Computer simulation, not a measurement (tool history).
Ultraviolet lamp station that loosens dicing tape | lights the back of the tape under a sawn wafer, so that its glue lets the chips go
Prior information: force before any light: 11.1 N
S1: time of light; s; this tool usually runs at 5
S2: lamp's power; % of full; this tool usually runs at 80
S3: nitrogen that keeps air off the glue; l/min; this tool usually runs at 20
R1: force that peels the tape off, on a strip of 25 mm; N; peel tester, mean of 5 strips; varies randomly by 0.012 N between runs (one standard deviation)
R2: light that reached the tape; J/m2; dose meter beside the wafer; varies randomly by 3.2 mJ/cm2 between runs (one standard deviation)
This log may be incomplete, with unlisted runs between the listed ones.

run 1 hour=0.0 | S1=5 S2=80 S3=20 | R1=0.568 R2=4840
run 2 hour=71.3 | S1=5 S2=80 S3=20 | R1=0.544 R2=4860
run 3 hour=132.6 | S1=3 S2=80 S3=20 | R1=1.586 R2=2900
run 4 hour=184.3 | S1=3 S2=80 S3=20 | R1=1.563 R2=2900
run 5 hour=253.7 | S1=7 S2=80 S3=20 | R1=0.299 R2=6780
run 6 hour=300.5 | S1=7 S2=80 S3=20 | R1=0.312 R2=6830
-- hour=334.4 window cleaned of glue's vapour
run 7 hour=357.0 | S1=6 S2=80 S3=20 | R1=0.385 R2=5870
run 8 hour=423.8 | S1=6 S2=80 S3=20 | R1=0.395 R2=5790
run 9 hour=489.8 | S1=6 S2=80 S3=20 | R1=0.392 R2=5830
run 10 hour=538.4 | S1=6 S2=86 S3=20 | R1=0.343 R2=6300
run 11 hour=588.9 | S1=5 S2=100 S3=20 | R1=0.351 R2=6090
run 12 hour=658.5 | S1=2 S2=100 S3=20 | R1=2.159 R2=2420
-- hour=706.1 window cleaned of glue's vapour
run 13 hour=748.2 | S1=2 S2=100 S3=28 | R1=1.820 R2=2420
run 14 hour=840.9 | S1=5 S2=80 S3=20 | R1=0.535 R2=4810
run 15 hour=915.9 | S1=5 S2=80 S3=20 | R1=0.580 R2=4820
run 16 hour=1010.8 | S1=5 S2=80 S3=20 | R1=0.570 R2=4860
-- hour=1078.6 window cleaned of glue's vapour
run 17 hour=1078.6 | S1=5 S2=80 S3=20 | R1=0.566 R2=4840
run 18 hour=1144.8 | S1=5 S2=80 S3=20 | R1=0.566 R2=4920
run 19 hour=1192.7 | S1=5 S2=80 S3=20 | R1=0.566 R2=4850
run 20 hour=1279.6 | S1=5 S2=80 S3=20 | R1=0.572 R2=4890
run 21 hour=1370.6 | S1=5 S2=80 S3=20 | R1=0.528 R2=4860
-- hour=1452.6 window cleaned of glue's vapour
run 22 hour=1453.3 | S1=5 S2=80 S3=20 | R1=0.555 R2=4880
run 23 hour=1521.1 | S1=5 S2=80 S3=20 | R1=0.572 R2=4820
run 24 hour=1564.2 | S1=3 S2=71 S3=8 | R1=3.104 R2=2610
run 25 hour=1647.5 | S1=6 S2=72 S3=22 | R1=0.451 R2=5260
run 26 hour=1732.6 | S1=6 S2=72 S3=22 | R1=0.447 R2=5280
-- hour=1757.9 lamp changed
-- hour=1829.5 window cleaned of glue's vapour
run 27 hour=1829.6 | S1=6 S2=72 S3=22 | R1=0.440 R2=5290
run 28 hour=1880.0 | S1=6 S2=80 S3=14 | R1=0.502 R2=5820
run 29 hour=1937.3 | S1=6 S2=80 S3=14 | R1=0.486 R2=5850
run 30 hour=1990.3 | S1=4 S2=71 S3=23 | R1=1.053 R2=3460
run 31 hour=2065.7 | S1=7 S2=74 S3=22 | R1=0.328 R2=6360
run 32 hour=2153.2 | S1=4 S2=69 S3=20 | R1=1.176 R2=3360
-- hour=2201.6 window cleaned of glue's vapour
run 33 hour=2224.7 | S1=3 S2=69 S3=11 | R1=2.783 R2=2560
run 34 hour=2279.5 | S1=3 S2=69 S3=11 | R1=2.784 R2=2530
run 35 hour=2350.7 | S1=4 S2=94 S3=14 | R1=0.797 R2=4610
run 36 hour=2403.7 | S1=7 S2=97 S3=20 | R1=0.254 R2=8280
run 37 hour=2453.7 | S1=7 S2=97 S3=20 | R1=0.253 R2=8210
run 38 hour=2541.4 | S1=9 S2=66 S3=26 | R1=0.254 R2=7220
-- hour=2572.9 window cleaned of glue's vapour
run 39 hour=2623.3 | S1=9 S2=66 S3=26 | R1=0.266 R2=7300
run 40 hour=2720.4 | S1=9 S2=66 S3=26 | R1=0.270 R2=7220
run 41 hour=2774.6 | S1=9 S2=66 S3=27 | R1=0.271 R2=7290

Alternative continuations, all from the tool just after run 41; predict every row:
run A hour=2871.9 | S1=6 S2=81 S3=24 | R1=? R2=?
run B hour=2871.9 | S1=3 S2=94 S3=27 | R1=? R2=?
run C hour=2871.9 | S1=3 S2=64 S3=9 | R1=? R2=?
run D hour=2871.9 | S1=9 S2=66 S3=29 | R1=? R2=?
run E hour=2871.9 | S1=9 S2=67 S3=27 | R1=? R2=?

run=A R1=0.352 R2=5920
run=B R1=0.970 R2=3400
run=C R1=3.157 R2=2360
run=D R1=0.251 R2=7190
run=E R1=0.262 R2=7420
What these runs would have given with no unlogged condition in the tool:
run=A R1=0.351 R2=5930
run=B R1=0.965 R2=3410
run=C R1=3.148 R2=2370
run=D R1=0.250 R2=7210
run=E R1=0.261 R2=7430
